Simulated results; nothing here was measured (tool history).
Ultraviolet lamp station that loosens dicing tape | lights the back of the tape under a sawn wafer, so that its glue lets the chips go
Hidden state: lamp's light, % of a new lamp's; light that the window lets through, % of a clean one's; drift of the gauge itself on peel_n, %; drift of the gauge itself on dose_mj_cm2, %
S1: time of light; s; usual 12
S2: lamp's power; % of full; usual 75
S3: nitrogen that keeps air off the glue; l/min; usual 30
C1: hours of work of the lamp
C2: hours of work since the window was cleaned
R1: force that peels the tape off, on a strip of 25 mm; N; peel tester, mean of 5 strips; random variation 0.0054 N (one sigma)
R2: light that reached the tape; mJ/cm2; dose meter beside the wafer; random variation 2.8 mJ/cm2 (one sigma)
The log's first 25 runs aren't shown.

run     day  S1  S2  S3   C1   C2     R1   R2
     67.496  -- window cleaned of glue's vapour
 26  67.792  12  81  19  790    3  0.349  357
 27  70.212  12  81  19  816   29  0.362  354
 28  73.929  20  75  29  856   69  0.239  531
 29  75.608  23  82  37  874   87  0.219  663
 30    78.9  23  82  37  909  123  0.228  642
 31  81.558  20  75  30  938  151  0.232  505
 32  83.925  12  76  30  963  177  0.341  299
 33  87.058  12  76  30  997  210  0.352  297

Forecast each of these 4 alternatives for the next run:
  A  90.638   8  75  22  1035  249   ?   ?
  B  90.638  21  75  30  1035  249   ?   ?
  C  90.638  17  94  10  1035  249   ?   ?
  D  90.638   7  76  30  1035  249   ?   ?

run     R1   R2
  A  0.798  189
  B  0.246  490
  C  0.305  503
  D  0.787  170
Without the tool's hidden state the same runs would have given:
run     R1   R2
  A  0.502  258
  B  0.235  670
  C  0.242  685
  D  0.495  232

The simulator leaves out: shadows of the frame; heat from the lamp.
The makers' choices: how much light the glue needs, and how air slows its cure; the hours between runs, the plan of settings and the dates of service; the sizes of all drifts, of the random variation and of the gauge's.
